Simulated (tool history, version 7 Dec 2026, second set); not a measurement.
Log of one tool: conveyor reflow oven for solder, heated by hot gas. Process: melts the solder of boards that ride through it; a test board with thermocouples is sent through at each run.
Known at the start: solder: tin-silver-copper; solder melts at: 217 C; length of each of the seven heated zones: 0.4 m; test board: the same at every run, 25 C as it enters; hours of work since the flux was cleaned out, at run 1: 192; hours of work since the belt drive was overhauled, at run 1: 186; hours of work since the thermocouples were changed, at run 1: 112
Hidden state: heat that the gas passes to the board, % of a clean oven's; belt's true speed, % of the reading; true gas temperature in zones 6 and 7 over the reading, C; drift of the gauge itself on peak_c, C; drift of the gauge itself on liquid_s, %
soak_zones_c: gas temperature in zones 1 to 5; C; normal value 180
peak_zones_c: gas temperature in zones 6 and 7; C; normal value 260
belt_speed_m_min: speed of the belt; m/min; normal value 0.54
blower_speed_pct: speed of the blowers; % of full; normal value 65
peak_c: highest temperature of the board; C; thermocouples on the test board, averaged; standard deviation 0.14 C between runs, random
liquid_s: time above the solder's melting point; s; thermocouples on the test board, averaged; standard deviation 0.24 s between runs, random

run,day,soak_zones_c,peak_zones_c,belt_speed_m_min,blower_speed_pct,hours of work since the flux was cleaned out,hours of work since the belt drive was overhauled,hours of work since the thermocouples were changed,peak_c,liquid_s
1,0,180,260,0.54,65,192,186,112,247.4,65.8
# day 0.504: flux residue cleaned out of gas plates and filters
2,1.342,184,260,0.54,65,11,200,127,248.9,69.3
3,1.988,180,260,0.54,65,19,209,135,248,66.6
4,2.846,180,250,0.54,65,30,220,146,239.4,57.6
5,3.938,180,250,0.54,65,45,234,161,238.9,57.5
6,4.521,180,250,0.54,65,52,242,168,239,58
7,5.167,180,250,0.54,65,60,250,177,239.1,57.5
8,5.721,180,260,0.54,65,68,257,184,247.9,66.7
9,6.45,180,260,0.54,65,77,267,193,247.9,66
10,7.604,180,260,0.54,65,92,282,208,248,66.5
11,8.504,180,260,0.54,65,104,293,220,247.7,66.4
12,9.529,166,260,0.54,65,117,307,233,245.7,58.1
13,10.767,177,258,0.481,90,133,323,249,250.5,78.1
14,11.421,177,258,0.481,90,142,331,258,250.5,78.1
15,12.504,180,262,0.512,65,156,345,272,250.8,73.4
16,13.788,171,252,0.54,65,172,362,288,239.1,53.2
17,14.667,195,260,0.488,59,184,373,300,251.3,86.7
# day 15.771: flux residue cleaned out of gas plates and filters
18,15.938,170,264,0.488,59,2,387,314,252.3,74.2

Run 19 comes next. What will it give?
19,16.783,168,264,0.488,57,13,398,325,?,?

Run 19 yielded peak_c 251.8 C, liquid_s 72.6 s.
Take away the tool's hidden state, keep the run-to-run variation as it was, and the same run would have given peak_c 251.4 C, liquid_s 71.9 s.

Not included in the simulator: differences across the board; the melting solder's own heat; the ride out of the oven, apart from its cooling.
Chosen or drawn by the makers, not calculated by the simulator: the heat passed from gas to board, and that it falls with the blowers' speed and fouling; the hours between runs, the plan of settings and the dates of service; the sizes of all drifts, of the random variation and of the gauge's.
